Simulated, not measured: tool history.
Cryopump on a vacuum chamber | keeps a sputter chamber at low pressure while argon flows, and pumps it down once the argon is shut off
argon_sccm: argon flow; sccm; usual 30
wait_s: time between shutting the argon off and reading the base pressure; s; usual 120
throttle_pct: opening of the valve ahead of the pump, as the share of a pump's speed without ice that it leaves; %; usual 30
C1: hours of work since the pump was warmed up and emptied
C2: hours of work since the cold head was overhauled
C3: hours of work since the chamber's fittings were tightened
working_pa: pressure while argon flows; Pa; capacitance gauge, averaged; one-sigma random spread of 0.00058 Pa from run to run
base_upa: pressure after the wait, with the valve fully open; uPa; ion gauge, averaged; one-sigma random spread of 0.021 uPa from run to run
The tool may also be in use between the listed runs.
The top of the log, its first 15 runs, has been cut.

Run 16, hour 227.4: usual settings but argon_sccm 55 sccm; C1 15; C2 669; C3 992. Result: working_pa 0.1366 Pa, base_upa 1.15 uPa.
Run 17, hour 244.2: usual settings but argon_sccm 55 sccm; C1 30; C2 684; C3 1007. Result: working_pa 0.1386 Pa, base_upa 1.16 uPa.
Run 18, hour 257.3: usual settings but argon_sccm 55 sccm; C1 41; C2 695; C3 1018. Result: working_pa 0.1374 Pa, base_upa 1.21 uPa.
Run 19, hour 269.9: usual settings but argon_sccm 55 sccm; C1 53; C2 706; C3 1029. Result: working_pa 0.1378 Pa, base_upa 1.24 uPa.
Run 20, hour 288.1: usual settings but argon_sccm 55 sccm; C1 69; C2 722; C3 1045. Result: working_pa 0.1374 Pa, base_upa 1.26 uPa.
Run 21, hour 298.5: usual settings but argon_sccm 55 sccm; C1 78; C2 732; C3 1054. Result: working_pa 0.1385 Pa, base_upa 1.26 uPa.
Run 22, hour 316.9: usual settings but argon_sccm 26 sccm, wait_s 130 s; C1 94; C2 748; C3 1071. Result: working_pa 0.0661 Pa, base_upa 1.26 uPa.
Run 23, hour 327: usual settings but wait_s 22 s, throttle_pct 23 %; C1 103; C2 757; C3 1079. Result: working_pa 0.0997 Pa, base_upa 2.85 uPa.
Run 24, hour 340.6: usual settings but argon_sccm 16 sccm, wait_s 139 s; C1 115; C2 769; C3 1091. Result: working_pa 0.0409 Pa, base_upa 1.29 uPa.
Run 25, hour 360: usual settings but argon_sccm 16 sccm, wait_s 45 s, throttle_pct 24 %; C1 132; C2 786; C3 1108. Result: working_pa 0.0508 Pa, base_upa 1.91 uPa.
Run 26, hour 379.5: usual settings but argon_sccm 22 sccm, wait_s 45 s, throttle_pct 19 %; C1 149; C2 803; C3 1126. Result: working_pa 0.0881 Pa, base_upa 1.9 uPa.
Run 27, hour 397.5: usual settings but argon_sccm 17 sccm, wait_s 199 s, throttle_pct 53 %; C1 165; C2 819; C3 1141. Result: working_pa 0.026 Pa, base_upa 1.22 uPa.
Run 28, hour 414.5: usual settings but argon_sccm 17 sccm, wait_s 199 s, throttle_pct 38 %; C1 180; C2 834; C3 1156. Result: working_pa 0.0344 Pa, base_upa 1.27 uPa.
Run 29, hour 433.4: usual settings but argon_sccm 17 sccm, wait_s 90 s, throttle_pct 16 %; C1 196; C2 850; C3 1173. Result: working_pa 0.0814 Pa, base_upa 1.57 uPa.
Run 30, hour 441.7: usual settings but argon_sccm 25 sccm, wait_s 90 s, throttle_pct 26 %; C1 204; C2 858; C3 1180. Result: working_pa 0.0742 Pa, base_upa 1.51 uPa.
Run 31, hour 456.5: usual settings but argon_sccm 40 sccm, wait_s 87 s, throttle_pct 16 %; C1 217; C2 871; C3 1193. Result: working_pa 0.1879 Pa, base_upa 1.53 uPa.
Run 32, hour 469.9: usual settings but argon_sccm 17 sccm, throttle_pct 59 %; C1 228; C2 882; C3 1205. Result: working_pa 0.0225 Pa, base_upa 1.49 uPa.
Run 33, hour 479: usual settings but argon_sccm 39 sccm, wait_s 36 s, throttle_pct 37 %; C1 236; C2 890; C3 1213. Result: working_pa 0.0822 Pa, base_upa 2.21 uPa.
Run 34, hour 494.6: usual settings but argon_sccm 21 sccm, wait_s 280 s, throttle_pct 20 %; C1 250; C2 904; C3 1227. Result: working_pa 0.0809 Pa, base_upa 1.34 uPa.

Branching from run 34: 4 alternative next runs. What would each branch give?
Run A, hour 507.2: usual settings but argon_sccm 31 sccm, wait_s 241 s, throttle_pct 43 %; C1 261; C2 915; C3 1238. Result: working_pa ?, base_upa ?.
Run B, hour 507.2: usual settings but argon_sccm 20 sccm, throttle_pct 54 %; C1 261; C2 915; C3 1238. Result: working_pa ?, base_upa ?.
Run C, hour 507.2: usual settings but argon_sccm 21 sccm, wait_s 177 s, throttle_pct 41 %; C1 261; C2 915; C3 1238. Result: working_pa ?, base_upa ?.
Run D, hour 507.2: usual settings but wait_s 32 s, throttle_pct 17 %; C1 261; C2 915; C3 1238. Result: working_pa ?, base_upa ?.

run  working_pa  base_upa
  A      0.0583      1.33
  B      0.0306      1.52
  C      0.0407      1.44
  D      0.1344      2.47
Had the tool no hidden state, the same runs would have come out as:
run  working_pa  base_upa
  A      0.0548       0.3
  B      0.0284      0.48
  C      0.0384      0.37
  D      0.1311      1.44
